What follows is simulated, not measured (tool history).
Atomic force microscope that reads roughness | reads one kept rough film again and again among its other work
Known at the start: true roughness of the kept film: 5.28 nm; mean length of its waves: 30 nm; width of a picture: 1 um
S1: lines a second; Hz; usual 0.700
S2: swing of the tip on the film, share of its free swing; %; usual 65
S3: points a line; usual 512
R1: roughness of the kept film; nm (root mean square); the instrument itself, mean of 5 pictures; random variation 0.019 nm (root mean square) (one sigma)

run   hour     S1  S2   S3     R1
  1    0.0  0.700  65  512  4.328
  2    9.4  0.700  65  512  4.222
  3   21.7  0.700  65  512  4.205
  4   37.1  0.700  65  512  4.143
  5   51.8  0.700  65  512  4.016
  6   62.2  0.700  65  512  3.956
      76.2  -- new tip fitted
  7   77.1  1.755  65  512  4.531
  8   85.4  3.386  65  512  4.328
  9   94.8  0.700  65  512  4.551
 10  104.4  0.700  65  512  4.473
 11  119.2  0.700  65  512  4.391
 12  126.9  0.700  57  512  4.328
 13  134.9  0.700  65  387  4.286
 14  145.5  0.700  65  387  4.195
 15  157.8  0.700  65  387  4.097
 16  165.7  0.700  65  387  4.050
 17  174.2  0.700  65  387  4.024
 18  188.7  0.700  65  387  3.952
     200.3  -- new tip fitted
 19  200.3  0.700  65  521  4.606
 20  215.4  2.127  70  287  4.269
 21  222.6  0.736  74  340  4.424
 22  232.0  0.705  62  340  4.414
 23  241.8  0.705  62  340  4.352
     243.7  -- height scale calibrated on a step standard
 24  250.7  3.023  57  266  4.143
 25  258.2  3.769  85  789  3.432
 26  273.0  1.129  81  291  3.938
 27  286.9  1.779  81  475  3.775
     292.4  -- height scale calibrated on a step standard, once more
 28  296.8  1.014  63  803  4.019
 29  305.7  1.473  65  896  3.943
 30  313.5  1.473  65  896  3.871
 31  324.0  1.539  72  314  3.706
     326.8  -- new tip fitted
 32  337.2  1.839  59  356  4.473
 33  346.6  0.700  65  285  4.427
 34  353.9  1.388  65  492  4.361
 35  364.9  1.089  56  918  4.359
 36  375.8  1.152  73  560  4.171
 37  389.8  1.264  81  368  3.970

Forecast each of these 4 alternatives for the next run:
  A  402.6  1.860  81  368   ?
  B  402.6  1.264  81  868   ?
  C  402.6  0.700  65  371   ?
  D  402.6  2.934  71  314   ?

run     R1
  A  3.780
  B  3.916
  C  4.118
  D  3.791
Without the tool's hidden state the same runs would have given:
run     R1
  A  4.238
  B  4.390
  C  4.616
  D  4.250

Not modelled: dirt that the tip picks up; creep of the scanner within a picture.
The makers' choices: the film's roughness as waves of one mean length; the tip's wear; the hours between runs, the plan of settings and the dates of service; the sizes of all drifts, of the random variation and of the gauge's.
